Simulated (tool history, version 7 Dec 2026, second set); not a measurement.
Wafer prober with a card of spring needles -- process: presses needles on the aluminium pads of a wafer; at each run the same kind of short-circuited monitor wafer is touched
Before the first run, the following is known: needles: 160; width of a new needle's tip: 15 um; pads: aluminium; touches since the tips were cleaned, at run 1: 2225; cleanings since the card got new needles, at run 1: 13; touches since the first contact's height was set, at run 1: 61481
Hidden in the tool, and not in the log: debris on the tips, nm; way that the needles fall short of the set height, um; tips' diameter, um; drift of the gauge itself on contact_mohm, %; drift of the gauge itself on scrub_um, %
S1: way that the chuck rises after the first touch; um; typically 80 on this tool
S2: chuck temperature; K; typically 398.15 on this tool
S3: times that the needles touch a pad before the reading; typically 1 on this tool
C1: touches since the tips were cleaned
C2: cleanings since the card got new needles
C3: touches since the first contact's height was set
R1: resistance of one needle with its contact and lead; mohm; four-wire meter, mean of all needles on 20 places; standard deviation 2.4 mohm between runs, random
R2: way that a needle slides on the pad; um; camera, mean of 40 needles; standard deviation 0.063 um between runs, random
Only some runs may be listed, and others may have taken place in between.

run     day  S1      S2  S3    C1  C2      C3   R1     R2
  1   0.000  80  398.15   1  2225  13   61481  295   9.78
      0.371  -- tips cleaned on abrasive film
      1.321  -- tips cleaned on abrasive film
      2.250  -- tips cleaned on abrasive film
  2   2.608  80  398.15   1  1939  16   75507  292   9.81
      3.188  -- tips cleaned on abrasive film
      4.142  -- tips cleaned on abrasive film
      5.050  -- tips cleaned on abrasive film
  3   5.550  80  398.15   1  2698  19   91334  296   9.89
      5.938  -- tips cleaned on abrasive film
      6.808  -- tips cleaned on abrasive film
      7.583  -- tips cleaned on abrasive film
  4   7.800  83  398.15   1  1178  22  103437  284  10.23
      8.358  -- tips cleaned on abrasive film
      9.133  -- tips cleaned on abrasive film
      9.908  -- tips cleaned on abrasive film
     10.092  -- height of the first contact set anew
  5  10.208  80  305.15   1  1555  25     627  274   9.48
     10.742  -- tips cleaned on abrasive film
     11.633  -- tips cleaned on abrasive film
     12.500  -- tips cleaned on abrasive film
  6  12.517  80  305.15   1    84  28   13033  249   9.64
     13.421  -- tips cleaned on abrasive film
     14.262  -- tips cleaned on abrasive film
     15.158  -- tips cleaned on abrasive film
  7  15.208  80  305.15   1   258  31   27514  254   9.49
     15.950  -- tips cleaned on abrasive film
     16.846  -- tips cleaned on abrasive film
  8  17.142  80  305.15   1  1608  33   37929  271   9.40
     17.629  -- tips cleaned on abrasive film
     18.017  -- height of the first contact set anew, once more
     18.450  -- tips cleaned on abrasive film
  9  18.450  80  305.15   1     0  35    2319  249  10.09
     19.367  -- tips cleaned on abrasive film
     20.192  -- tips cleaned on abrasive film
     20.967  -- tips cleaned on abrasive film
 10  21.496  80  305.15   1  2871  38   18722  283  10.19
     21.888  -- tips cleaned on abrasive film
     22.767  -- tips cleaned on abrasive film
 11  22.850  80  305.15   1   462  40   25990  259  10.13
     23.596  -- tips cleaned on abrasive film
 12  24.183  80  305.15   1  3184  41   33180  283   9.97
     24.383  -- tips cleaned on abrasive film
     25.288  -- tips cleaned on abrasive film
     26.167  -- tips cleaned on abrasive film
     27.042  -- tips cleaned on abrasive film
 13  27.042  80  398.15   1    16  45   48537  278   9.91
     27.817  -- tips cleaned on abrasive film
     28.738  -- tips cleaned on abrasive film
 14  29.271  80  357.15   1  2884  47   60526  288   9.94
     29.600  -- tips cleaned on abrasive film
     30.496  -- tips cleaned on abrasive film
 15  30.938  69  357.15   3  2383  49   69484  281   8.52
     31.325  -- tips cleaned on abrasive film
     32.250  -- tips cleaned on abrasive film
 16  32.612  69  357.15   3  1966  51   78501  279   8.49
     33.158  -- tips cleaned on abrasive film
     34.067  -- tips cleaned on abrasive film
 17  34.825  69  357.15   3  4101  53   90411  285   8.40
     35.021  -- tips cleaned on abrasive film
     35.792  -- tips cleaned on abrasive film
     36.717  -- tips cleaned on abrasive film
     37.600  -- tips cleaned on abrasive film
 18  37.917  80  319.15   1  1700  57  107029  277   9.87
     38.446  -- tips cleaned on abrasive film
     39.404  -- tips cleaned on abrasive film
     39.579  -- height of the first contact set anew
 19  39.671  87  307.15   1  1384  59     500  267  10.99
     40.254  -- tips cleaned on abrasive film
     41.088  -- tips cleaned on abrasive film
 20  41.408  77  398.15   2  1743  61    9846  289   9.78
     41.942  -- tips cleaned on abrasive film
     42.838  -- tips cleaned on abrasive film
     43.758  -- tips cleaned on abrasive film
 21  43.946  72  316.15   2  1014  64   23484  261   9.04
     44.721  -- tips cleaned on abrasive film
     45.650  -- tips cleaned on abrasive film
     46.567  -- tips cleaned on abrasive film
 22  46.808  66  343.15   2  1297  67   38885  278   8.14
     47.367  -- tips cleaned on abrasive film
     48.250  -- tips cleaned on abrasive film
     49.050  -- tips cleaned on abrasive film
 23  49.050  66  343.15   2     0  70   50939  266   8.20
     49.925  -- tips cleaned on abrasive film
     50.871  -- tips cleaned on abrasive film
 24  51.358  66  343.15   2  2652  72   63377  286   8.15
     51.675  -- tips cleaned on abrasive film
     52.450  -- tips cleaned on abrasive film
     53.367  -- tips cleaned on abrasive film
 25  53.992  66  343.15   2  3363  75   77524  295   8.09
     54.183  -- tips cleaned on abrasive film
     55.125  -- tips cleaned on abrasive film
 26  55.471  80  322.15   1  1853  77   85473  283   9.98
     56.021  -- tips cleaned on abrasive film
     56.954  -- tips cleaned on abrasive film
     57.879  -- tips cleaned on abrasive film
 27  58.046  80  370.15   1   898  80   99331  281   9.82

Alternative continuations, all from the tool just after run 27; predict every row:
     58.821  -- tips cleaned on abrasive film
     59.592  -- tips cleaned on abrasive film
     60.371  -- tips cleaned on abrasive film
  A  60.371  66  360.15   3   0  83  111824   ?   ?
     58.821  -- tips cleaned on abrasive film
     59.592  -- tips cleaned on abrasive film
     60.371  -- tips cleaned on abrasive film
  B  60.371  80  320.15   1   0  83  111824   ?   ?
     58.821  -- tips cleaned on abrasive film
     59.592  -- tips cleaned on abrasive film
     60.371  -- tips cleaned on abrasive film
  C  60.371  85  398.15   2   0  83  111824   ?   ?
     58.821  -- tips cleaned on abrasive film
     59.592  -- tips cleaned on abrasive film
     60.371  -- tips cleaned on abrasive film
  D  60.371  80  309.15   2   0  83  111824   ?   ?
     58.821  -- tips cleaned on abrasive film
     59.592  -- tips cleaned on abrasive film
     60.371  -- tips cleaned on abrasive film
  E  60.371  80  398.15   2   0  83  111824   ?   ?

run   R1     R2
  A  271   7.96
  B  256   9.74
  C  274  10.38
  D  254   9.79
  E  275   9.74
Without the tool's unlogged condition, the same runs would have read:
run   R1     R2
  A  267   8.32
  B  252  10.10
  C  271  10.74
  D  251  10.15
  E  272  10.10
